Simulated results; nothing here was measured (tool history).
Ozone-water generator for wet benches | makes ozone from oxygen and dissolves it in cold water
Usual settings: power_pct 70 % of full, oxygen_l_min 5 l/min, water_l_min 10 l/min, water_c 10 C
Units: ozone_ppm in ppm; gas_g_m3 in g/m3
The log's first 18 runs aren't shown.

run	hour	power_pct	oxygen_l_min	water_l_min	water_c	ozone_ppm	gas_g_m3
19	509.8	64	5	10	9	44.5	253.6
20	542.6	96	5	12	14	45.7	320.4
21	572.1	96	5	12	14	45.6	323.3
22	606.8	92	5	6	6	81.1	312.3
23	641	47	3.25	13	13	27.7	256.9
24	673.2	70	3.25	13	13	35.2	324
25	704.9	70	5	10	8	48.1	265.9
26	730.6	88	5.77	7	15	58.3	284.1
27	750.7	88	5.77	7	15	58.6	286
28	787.8	88	5.77	7	15	58.2	284.4
# hour 791.6: gauge calibrated
29	809.5	70	3.62	10	8	47.2	316.3
30	845.7	70	3.62	10	8	46.8	312.1
# hour 859.2: contactor cleaned
31	888.7	70	3.62	10	16	42	316
32	905.4	65	7.07	14	6	36.7	220.7
33	932.6	72	3.6	7	9	60.9	322.5

4 ways to go on from here, each from the tool as it stands after run 33. What would each give?
A	964	92	7.28	13	10	?	?
B	964	70	5	8	11	?	?
C	964	64	3.6	9	9	?	?
D	964	55	5	12	17	?	?

run	ozone_ppm	gas_g_m3
A	45	268.4
B	51.8	270.7
C	47.7	300
D	30.9	234.6
Without the tool's hidden state the same runs would have given:
run	ozone_ppm	gas_g_m3
A	45	270.2
B	51.9	272.5
C	47.8	302
D	30.9	236.2
